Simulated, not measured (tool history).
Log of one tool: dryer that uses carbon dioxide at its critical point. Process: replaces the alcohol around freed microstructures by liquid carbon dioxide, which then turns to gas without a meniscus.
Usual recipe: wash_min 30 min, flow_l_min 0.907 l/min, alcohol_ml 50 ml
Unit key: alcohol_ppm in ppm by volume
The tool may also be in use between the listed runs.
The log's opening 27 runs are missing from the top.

| run | hour | wash_min | flow_l_min | alcohol_ml | hours of work since the filter was changed | hours of work since the purifier's bed was changed | alcohol_ppm |
|---|---|---|---|---|---|---|---|
| 28 | 190.9 | 23 | 0.907 | 50 | 200 | 370 | 354 |
| 29 | 198.6 | 27 | 1.120 | 50 | 206 | 376 | 113 |
| 30 | 205.0 | 27 | 1.120 | 50 | 210 | 380 | 133 |
| 31 | 215.6 | 27 | 1.120 | 50 | 218 | 388 | 124 |
| 32 | 223.8 | 24 | 1.120 | 120 | 224 | 394 | 298 |
| 33 | 233.1 | 30 | 0.678 | 90 | 231 | 401 | 672 |
| 34 | 240.4 | 30 | 0.678 | 90 | 236 | 407 | 687 |
| 35 | 248.9 | 26 | 1.285 | 50 | 243 | 413 | 96 |
| 36 | 256.2 | 21 | 1.490 | 54 | 248 | 418 | 128 |
| 37 | 266.9 | 41 | 0.907 | 39 | 256 | 426 | 92 |
| 38 | 272.0 | 30 | 0.826 | 106 | 260 | 430 | 397 |
| 39 | 281.8 | 32 | 0.552 | 76 | 267 | 437 | 924 |
| 40 | 290.7 | 47 | 0.572 | 76 | 274 | 444 | 252 |
| 41 | 298.0 | 31 | 1.085 | 68 | 279 | 449 | 125 |
| 42 | 306.3 | 31 | 1.085 | 68 | 285 | 455 | 123 |
| 43 | 311.0 | 32 | 1.037 | 30 | 289 | 459 | 109 |

Estimate the outcome of run 44 from the log above:
| 44 | 315.5 | 21 | 1.172 | 42 | 292 | 462 | ? |

{"run 44": {"alcohol_ppm": 208}}
With no hidden state in the tool, this same run would have given alcohol_ppm 101 ppm by volume.
